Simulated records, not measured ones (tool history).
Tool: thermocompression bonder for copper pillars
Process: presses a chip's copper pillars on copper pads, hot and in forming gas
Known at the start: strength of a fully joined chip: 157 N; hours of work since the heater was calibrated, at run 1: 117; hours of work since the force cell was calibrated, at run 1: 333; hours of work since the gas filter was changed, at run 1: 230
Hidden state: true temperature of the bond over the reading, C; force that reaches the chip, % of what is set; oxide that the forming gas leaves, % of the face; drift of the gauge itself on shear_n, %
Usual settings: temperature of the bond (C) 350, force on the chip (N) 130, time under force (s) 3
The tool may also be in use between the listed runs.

| run | day | temperature of the bond (C) | force on the chip (N) | time under force (s) | hours of work since the heater was calibrated | hours of work since the force cell was calibrated | hours of work since the gas filter was changed | force that shears a chip off (N) |
|---|---|---|---|---|---|---|---|---|
| 1 | 0.000 | 350 | 130 | 3 | 117 | 333 | 230 | 103.5 |
| 2 | 0.471 | 350 | 130 | 3 | 125 | 341 | 238 | 104.2 |
| 3 | 1.108 | 350 | 130 | 3 | 136 | 352 | 249 | 104.5 |
| 4 | 1.979 | 350 | 130 | 3 | 151 | 367 | 264 | 102.6 |
| 5 | 2.600 | 350 | 130 | 3 | 161 | 378 | 275 | 102.8 |
| 6 | 2.988 | 350 | 130 | 3 | 168 | 384 | 282 | 105.6 |
| 7 | 3.542 | 369 | 130 | 3 | 178 | 394 | 291 | 118.1 |
| 8 | 4.046 | 369 | 130 | 3 | 186 | 403 | 300 | 115.2 |
| 9 | 4.888 | 369 | 130 | 3 | 201 | 417 | 315 | 114.0 |
| 10 | 5.496 | 369 | 130 | 3 | 211 | 428 | 325 | 115.3 |
| 11 | 6.271 | 350 | 130 | 3 | 225 | 441 | 338 | 103.3 |
| 12 | 6.875 | 350 | 130 | 3 | 235 | 451 | 349 | 101.7 |
| 13 | 7.725 | 350 | 130 | 3 | 250 | 466 | 363 | 104.1 |
| 14 | 8.588 | 350 | 130 | 3 | 265 | 481 | 378 | 102.4 |
| 15 | 9.333 | 323 | 163 | 6 | 277 | 494 | 391 | 109.6 |
| 16 | 9.775 | 352 | 108 | 2 | 285 | 501 | 399 | 87.9 |
| 17 | 10.562 | 338 | 181 | 2 | 299 | 515 | 412 | 95.9 |
| 18 | 11.071 | 350 | 127 | 3 | 307 | 524 | 421 | 101.1 |
|  | 11.333 | forming gas filter changed |
| 19 | 11.742 | 366 | 123 | 3 | 319 | 535 | 7 | 118.0 |
| 20 | 12.596 | 369 | 130 | 3 | 333 | 550 | 22 | 121.3 |
| 21 | 13.342 | 343 | 122 | 9 | 346 | 562 | 35 | 132.5 |
| 22 | 13.829 | 350 | 148 | 2 | 355 | 571 | 43 | 102.4 |
| 23 | 14.338 | 333 | 150 | 4 | 363 | 580 | 52 | 111.1 |
| 24 | 15.108 | 352 | 158 | 2 | 377 | 593 | 65 | 106.9 |
| 25 | 15.912 | 361 | 118 | 6 | 390 | 607 | 79 | 130.1 |
| 26 | 16.533 | 350 | 149 | 3 | 401 | 618 | 90 | 113.8 |
| 27 | 17.112 | 356 | 130 | 7 | 411 | 627 | 100 | 132.5 |
| 28 | 17.892 | 350 | 149 | 2 | 425 | 641 | 113 | 103.4 |

Forecast each of these 5 alternatives for the next run:
| A | 18.304 | 379 | 106 | 2 | 432 | 648 | 120 | ? |
| B | 18.304 | 321 | 103 | 3 | 432 | 648 | 120 | ? |
| C | 18.304 | 360 | 111 | 8 | 432 | 648 | 120 | ? |
| D | 18.304 | 351 | 130 | 3 | 432 | 648 | 120 | ? |
| E | 18.304 | 380 | 81 | 2 | 432 | 648 | 120 | ? |

| run | force that shears a chip off (N) |
|---|---|
| A | 112.4 |
| B | 80.4 |
| C | 136.6 |
| D | 110.3 |
| E | 100.9 |
Without the tool's hidden state the same runs would have given:
| run | force that shears a chip off (N) |
|---|---|
| A | 108.2 |
| B | 75.0 |
| C | 134.2 |
| D | 105.7 |
| E | 96.5 |
